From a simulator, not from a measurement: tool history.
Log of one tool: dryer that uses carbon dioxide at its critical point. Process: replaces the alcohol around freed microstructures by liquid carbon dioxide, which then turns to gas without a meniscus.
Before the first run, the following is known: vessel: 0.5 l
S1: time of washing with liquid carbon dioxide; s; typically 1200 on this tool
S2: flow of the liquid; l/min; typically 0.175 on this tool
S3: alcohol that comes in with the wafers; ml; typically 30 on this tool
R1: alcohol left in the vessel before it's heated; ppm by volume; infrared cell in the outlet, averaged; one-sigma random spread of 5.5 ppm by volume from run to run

run 1 hour=0 | S1=1200 S2=0.175 S3=30 | R1=294
run 2 hour=15.6 | S1=1200 S2=0.175 S3=73 | R1=692
run 3 hour=30.7 | S1=1200 S2=0.175 S3=73 | R1=713
run 4 hour=48.3 | S1=1200 S2=0.175 S3=73 | R1=698
run 5 hour=59.5 | S1=1200 S2=0.175 S3=73 | R1=734
-- hour=77.3 inlet filter changed
run 6 hour=78.5 | S1=1200 S2=0.175 S3=30 | R1=192
run 7 hour=88.2 | S1=1200 S2=0.175 S3=30 | R1=193
run 8 hour=99.7 | S1=1200 S2=0.175 S3=30 | R1=193
run 9 hour=109.7 | S1=1200 S2=0.175 S3=30 | R1=196
run 10 hour=120.6 | S1=960 S2=0.175 S3=30 | R1=537
run 11 hour=134.4 | S1=960 S2=0.175 S3=30 | R1=571
run 12 hour=145.7 | S1=960 S2=0.175 S3=30 | R1=558
run 13 hour=153.7 | S1=960 S2=0.175 S3=30 | R1=546
run 14 hour=171.6 | S1=1560 S2=0.109 S3=23 | R1=476
run 15 hour=185.6 | S1=1020 S2=0.205 S3=59 | R1=358
run 16 hour=195.5 | S1=1020 S2=0.205 S3=59 | R1=348
run 17 hour=205.2 | S1=1560 S2=0.253 S3=31 | R1=43
run 18 hour=224.1 | S1=780 S2=0.202 S3=31 | R1=774
run 19 hour=234.2 | S1=840 S2=0.228 S3=90 | R1=792
run 20 hour=245.6 | S1=840 S2=0.122 S3=40 | R1=4872
run 21 hour=261.9 | S1=1500 S2=0.122 S3=49 | R1=733
run 22 hour=272.7 | S1=1680 S2=0.123 S3=33 | R1=275
run 23 hour=283.7 | S1=1680 S2=0.123 S3=33 | R1=275
run 24 hour=297.9 | S1=1020 S2=0.134 S3=20 | R1=993

Predict the results of run 25:
run 25 hour=312.9 | S1=1380 S2=0.135 S3=46 | R1=?

Run 25 measured R1 634 ppm by volume.
Were there no unlogged condition in the tool, this run, its random variation unchanged, would have produced R1 499 ppm by volume.
